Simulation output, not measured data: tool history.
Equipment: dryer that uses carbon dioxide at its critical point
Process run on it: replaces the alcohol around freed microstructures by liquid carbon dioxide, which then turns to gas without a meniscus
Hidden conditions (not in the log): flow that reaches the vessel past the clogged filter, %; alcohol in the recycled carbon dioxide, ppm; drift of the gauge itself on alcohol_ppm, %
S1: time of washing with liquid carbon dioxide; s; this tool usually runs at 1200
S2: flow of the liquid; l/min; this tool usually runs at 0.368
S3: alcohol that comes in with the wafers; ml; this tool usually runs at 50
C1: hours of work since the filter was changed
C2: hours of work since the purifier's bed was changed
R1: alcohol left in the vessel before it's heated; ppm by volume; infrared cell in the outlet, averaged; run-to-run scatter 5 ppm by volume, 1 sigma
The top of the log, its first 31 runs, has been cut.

run 32 hour=732.6 | S1=1200 S2=0.309 S3=38 | C1=333 C2=176 | R1=218
run 33 hour=755.6 | S1=960 S2=0.535 S3=50 | C1=343 C2=187 | R1=89
run 34 hour=786.2 | S1=960 S2=0.535 S3=50 | C1=357 C2=201 | R1=110
run 35 hour=801.6 | S1=780 S2=0.444 S3=50 | C1=364 C2=208 | R1=404
run 36 hour=821.4 | S1=780 S2=0.419 S3=49 | C1=373 C2=217 | R1=508
run 37 hour=850.5 | S1=780 S2=0.608 S3=42 | C1=387 C2=230 | R1=132
run 38 hour=868.5 | S1=1080 S2=0.452 S3=50 | C1=395 C2=239 | R1=136
run 39 hour=894.3 | S1=1080 S2=0.452 S3=50 | C1=407 C2=250 | R1=131
run 40 hour=917.3 | S1=1440 S2=0.389 S3=21 | C1=418 C2=261 | R1=93
run 41 hour=933.9 | S1=780 S2=0.358 S3=21 | C1=425 C2=269 | R1=495
-- hour=939 inlet filter changed
run 42 hour=954.6 | S1=780 S2=0.358 S3=21 | C1=7 C2=278 | R1=320
run 43 hour=974.6 | S1=1440 S2=0.453 S3=50 | C1=16 C2=287 | R1=96

Predict each of these 3 candidate next runs independently; none follows another, all start after run 43:
run A hour=990.3 | S1=1080 S2=0.506 S3=50 | C1=24 C2=294 | R1=?
run B hour=990.3 | S1=1440 S2=0.453 S3=22 | C1=24 C2=294 | R1=?
run C hour=990.3 | S1=1440 S2=0.339 S3=50 | C1=24 C2=294 | R1=?

run=A R1=106
run=B R1=96
run=C R1=116
With the hidden condition removed and each run's random variation left untouched, the same runs would have given:
run=A R1=12
run=B R1=6
run=C R1=21
